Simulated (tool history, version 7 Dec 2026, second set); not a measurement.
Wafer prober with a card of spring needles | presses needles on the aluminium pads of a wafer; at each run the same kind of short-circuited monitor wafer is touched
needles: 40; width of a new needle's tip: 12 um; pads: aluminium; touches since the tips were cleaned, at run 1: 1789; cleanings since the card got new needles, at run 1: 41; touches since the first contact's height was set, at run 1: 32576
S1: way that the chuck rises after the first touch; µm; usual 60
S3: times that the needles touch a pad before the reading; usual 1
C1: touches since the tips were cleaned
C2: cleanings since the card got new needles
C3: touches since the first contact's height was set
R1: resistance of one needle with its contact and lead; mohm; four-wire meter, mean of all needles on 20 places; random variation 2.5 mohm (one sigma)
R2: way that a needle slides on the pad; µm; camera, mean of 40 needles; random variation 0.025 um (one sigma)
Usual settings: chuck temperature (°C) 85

{"run": 1, "day": 0.0, "S1": 60, "chuck temperature (°C)": 85, "S3": 1, "C1": 1789, "C2": 41, "C3": 32576, "R1": 322, "R2": 16.47}
{"day": 0.162, "done": "tips cleaned on abrasive film"}
{"day": 0.504, "done": "tips cleaned on abrasive film"}
{"run": 2, "day": 0.504, "S1": 60, "chuck temperature (°C)": 97, "S3": 1, "C1": 0, "C2": 43, "C3": 36689, "R1": 284, "R2": 16.44}
{"run": 3, "day": 0.808, "S1": 60, "chuck temperature (°C)": 97, "S3": 1, "C1": 2515, "C2": 43, "C3": 39204, "R1": 329, "R2": 16.37}
{"day": 0.862, "done": "tips cleaned on abrasive film"}
{"day": 1.229, "done": "tips cleaned on abrasive film"}
{"run": 4, "day": 1.229, "S1": 60, "chuck temperature (°C)": 97, "S3": 1, "C1": 0, "C2": 45, "C3": 42597, "R1": 290, "R2": 16.41}
{"day": 1.567, "done": "tips cleaned on abrasive film"}
{"run": 5, "day": 1.721, "S1": 60, "chuck temperature (°C)": 97, "S3": 1, "C1": 1282, "C2": 46, "C3": 46651, "R1": 314, "R2": 16.34}
{"day": 1.779, "done": "height of the first contact set anew"}
{"day": 1.954, "done": "tips cleaned on abrasive film"}
{"run": 6, "day": 2.246, "S1": 60, "chuck temperature (°C)": 97, "S3": 1, "C1": 2410, "C2": 47, "C3": 3827, "R1": 327, "R2": 16.31}

Forecast run 7:
{"day": 2.304, "done": "tips cleaned on abrasive film"}
{"day": 2.688, "done": "tips cleaned on abrasive film"}
{"run": 7, "day": 2.821, "S1": 60, "chuck temperature (°C)": 97, "S3": 1, "C1": 1125, "C2": 49, "C3": 8522, "R1": "?", "R2": "?"}

R1: 315 mohm
R2: 16.22 µm
Without the tool's hidden state the same run would have given R1 289 mohm, R2 16.57 µm.
